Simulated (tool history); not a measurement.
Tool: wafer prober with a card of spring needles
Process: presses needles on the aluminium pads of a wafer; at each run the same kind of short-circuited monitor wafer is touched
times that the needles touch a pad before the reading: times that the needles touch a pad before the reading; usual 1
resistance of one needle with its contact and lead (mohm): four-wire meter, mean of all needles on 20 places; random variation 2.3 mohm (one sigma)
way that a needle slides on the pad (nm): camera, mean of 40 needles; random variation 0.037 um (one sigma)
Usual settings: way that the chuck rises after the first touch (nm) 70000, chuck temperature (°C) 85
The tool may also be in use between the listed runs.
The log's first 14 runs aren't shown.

run   hour  way that the chuck rises after the first touch (nm)  chuck temperature (°C)  times that the needles touch a pad before the reading  touches since the tips were cleaned  cleanings since the card got new needles  touches since the first contact's height was set  resistance of one needle with its contact and lead (mohm)  way that a needle slides on the pad (nm)
 15    195                                                70000                      85                                                      1                                 7553                                        35                                            126629                                                        288                                      9300
     196.7  -- tips cleaned on abrasive film
 16  208.6                                                70000                      85                                                      1                                 5743                                        36                                            133118                                                        291                                      9270
     213.7  -- tips cleaned on abrasive film
 17  218.8                                                70000                      85                                                      2                                 2477                                        37                                            138035                                                        267                                      9350
       231  -- tips cleaned on abrasive film
 18  235.9                                                67000                      52                                                      1                                 2390                                        38                                            146269                                                        268                                      8920
     247.8  -- tips cleaned on abrasive film
 19  254.6                                                69000                      40                                                      1                                 3313                                        39                                            155283                                                        263                                      9130
 20  263.6                                                69000                      40                                                      1                                 7649                                        39                                            159619                                                        274                                      9150
     264.6  -- tips cleaned on abrasive film
     281.1  -- tips cleaned on abrasive film
 21  282.5                                                69000                      40                                                      1                                  640                                        41                                            168648                                                        253                                      9100
     297.9  -- tips cleaned on abrasive film
 22  300.7                                                50000                      37                                                      1                                 1371                                        42                                            177429                                                        271                                      6500
     314.6  -- tips cleaned on abrasive film
 23  314.8                                                57000                      36                                                      1                                  123                                        43                                            184211                                                        252                                      7520
 24    326                                                57000                      40                                                      1                                 5507                                        43                                            189595                                                        289                                      7430

The next listed run, before its measurement:
     330.9  -- tips cleaned on abrasive film
 25  337.9                                                57000                      40                                                      1                                 3372                                        44                                            195335                                                          ?                                         ?

{"run 25": {"resistance of one needle with its contact and lead (mohm)": 275, "way that a needle slides on the pad (nm)": 7530}}
Without the tool's hidden state the same run would have given resistance of one needle with its contact and lead (mohm) 243, way that a needle slides on the pad (nm) 7770.

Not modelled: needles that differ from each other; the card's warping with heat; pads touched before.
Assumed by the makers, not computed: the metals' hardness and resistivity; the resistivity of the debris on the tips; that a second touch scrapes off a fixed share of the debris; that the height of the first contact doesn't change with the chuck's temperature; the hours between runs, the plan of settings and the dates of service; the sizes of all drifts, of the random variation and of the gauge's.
